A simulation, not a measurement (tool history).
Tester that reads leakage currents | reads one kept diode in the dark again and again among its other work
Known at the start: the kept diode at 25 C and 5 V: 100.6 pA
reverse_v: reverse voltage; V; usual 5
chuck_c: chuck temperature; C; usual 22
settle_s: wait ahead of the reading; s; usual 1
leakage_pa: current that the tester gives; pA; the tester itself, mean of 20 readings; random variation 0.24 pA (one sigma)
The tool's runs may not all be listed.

run	hour	reverse_v	chuck_c	settle_s	leakage_pa
1	0	5	22	1	90.38
2	35.1	5	22	1	89.71
3	79.8	10.68	22	1	129.94
4	109	10.68	52	1	1264.23
5	136.2	10.68	52	1	1270.78
6	159.2	10.68	52	0.78	1263.54
7	188.3	10.68	52	0.78	1270.75
8	216.3	10.68	52	0.78	1264.09
9	261.7	5	22	1	89.77
10	293.1	5	22	9.58	89.06
11	339.5	5	22	5.5	88.81
12	387.9	5	22	5.5	88.56
13	438	5	22	5.5	88.92
14	467.1	5	22	5.5	89
15	500.1	18.69	22	1	178.37
16	553.3	5	22	1	89.92
17	598.2	5	22	1	89.56
18	634.9	1.65	22	1	53.42
19	683.4	5	22	1	89.69
20	727.6	5	22	1	88.96
21	771	5	22	0.46	90.51
22	793.9	1.51	21	0.61	47.65
23	841.4	10.11	28	6.76	197.27
24	884	10.11	28	2.11	196.92
25	930.5	1.69	33	1	133.67
26	977.9	6.89	22	1	104.7
27	1009.7	6.89	22	1	104.48
28	1034.4	16.12	44	1.52	806.32
29	1082.8	5	23	1	96.09
30	1106.6	5	22	1.01	89.29
# hour 1114.5: probe card cleaned and baked
31	1151.8	5	33	0.61	194.45
32	1178.9	1.29	22	1	43.5
33	1225.8	5	29	4.23	137.07
34	1275.6	5	29	4.23	136.94
35	1314.7	5	22	1.49	73.83
36	1353.1	5	22	1.49	74.12
37	1385.6	5	22	1.49	74
38	1438.7	4.52	29	1	131.14
39	1489.1	19.71	26	1	184.2

Hidden state or all else? Some run-to-run changes of leakage_pa, split into what the settings, what came in and random variation would give without the hidden state, and what is left for the hidden state (with any gauge scatter that isn't in both results):
The hidden state here: stray current of the dirty probe card, pA a volt; current scale over the true one, %; true chuck temperature over the reading, C; drift of the gauge itself on leakage_pa, %.
Run 3 -> 4: chuck_c 22 -> 52. leakage_pa +1134.29 pA: hidden state +7.43, all else +1126.86.
Run 8 -> 9: reverse_v 10.68 -> 5, chuck_c 52 -> 22, settle_s 0.78 -> 1. leakage_pa -1174.32 pA: hidden state -15.82, all else -1158.5.
Run 14 -> 15: reverse_v 5 -> 18.69, settle_s 5.5 -> 1. leakage_pa +89.37 pA: hidden state +34.3, all else +55.07.
Run 15 -> 16: reverse_v 18.69 -> 5. leakage_pa -88.45 pA: hidden state -34.31, all else -54.14.
Run 24 -> 25: reverse_v 10.11 -> 1.69, chuck_c 28 -> 33, settle_s 2.11 -> 1. leakage_pa -63.25 pA: hidden state -22.51, all else -40.74.
Run 28 -> 29: reverse_v 16.12 -> 5, chuck_c 44 -> 23, settle_s 1.52 -> 1. leakage_pa -710.23 pA: hidden state -8.61, all else -701.62.

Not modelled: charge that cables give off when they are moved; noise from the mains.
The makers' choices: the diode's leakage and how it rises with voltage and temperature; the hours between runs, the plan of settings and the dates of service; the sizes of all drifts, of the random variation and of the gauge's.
